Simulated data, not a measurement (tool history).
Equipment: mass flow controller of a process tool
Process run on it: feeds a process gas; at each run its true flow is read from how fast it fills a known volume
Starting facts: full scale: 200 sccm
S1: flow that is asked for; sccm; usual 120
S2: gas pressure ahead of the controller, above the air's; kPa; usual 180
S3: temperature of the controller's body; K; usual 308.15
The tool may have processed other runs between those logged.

Run 1, hour 0: usual settings. Result: true flow (%) 99.8.
Run 2, hour 342.1: usual settings. Result: true flow (%) 99.87.
Run 3, hour 701.1: usual settings. Result: true flow (%) 99.98.
Run 4, hour 1158.1: usual settings but S1 84 sccm. Result: true flow (%) 99.13.
Run 5, hour 1691.7: usual settings but S1 84 sccm. Result: true flow (%) 99.3.
Run 6, hour 1960.2: usual settings but S1 84 sccm, S2 221 kPa. Result: true flow (%) 99.22.
Run 7, hour 2254.8: usual settings but S1 84 sccm, S2 221 kPa. Result: true flow (%) 99.27.
Run 8, hour 2608.1: usual settings but S1 84 sccm, S2 221 kPa. Result: true flow (%) 99.38.
Run 9, hour 3120.6: usual settings but S3 298.15 K. Result: true flow (%) 99.78.
Run 10, hour 3483.4: usual settings but S3 298.15 K. Result: true flow (%) 99.71.
Run 11, hour 3860.4: usual settings but S3 311.15 K. Result: true flow (%) 100.28.
Run 12, hour 4175: usual settings but S2 157 kPa. Result: true flow (%) 100.25.
Run 13, hour 4671.3: usual settings but S2 157 kPa. Result: true flow (%) 100.41.
At hour 4958.5: controller's zero set anew.
Run 14, hour 4962.3: usual settings but S3 297.15 K. Result: true flow (%) 100.38.
Run 15, hour 5412.5: usual settings but S3 297.15 K. Result: true flow (%) 100.37.
Run 16, hour 5809.4: usual settings but S3 297.15 K. Result: true flow (%) 100.35.
Run 17, hour 6162.6: usual settings. Result: true flow (%) 100.97.
Run 18, hour 6528.8: usual settings. Result: true flow (%) 101.04.
Run 19, hour 6824.8: usual settings but S1 72 sccm. Result: true flow (%) 100.26.
Run 20, hour 7204.3: usual settings but S1 72 sccm. Result: true flow (%) 100.36.
Run 21, hour 7731.1: usual settings but S1 72 sccm. Result: true flow (%) 100.28.
Run 22, hour 8140.9: usual settings but S1 50 sccm. Result: true flow (%) 99.76.
Run 23, hour 8499.4: usual settings but S1 24 sccm, S2 185 kPa, S3 293.15 K. Result: true flow (%) 97.95.
Run 24, hour 8902.2: usual settings but S1 61 sccm, S2 208 kPa, S3 296.15 K. Result: true flow (%) 99.57.
Run 25, hour 9159.9: usual settings but S1 28 sccm, S2 185 kPa, S3 303.15 K. Result: true flow (%) 98.66.

Predict the results of run 26:
Run 26, hour 9406.9: usual settings but S1 41 sccm. Result: true flow (%) ?.

true flow (%): 99.68
Without the tool's hidden state the same run would have given true flow (%) 98.68.
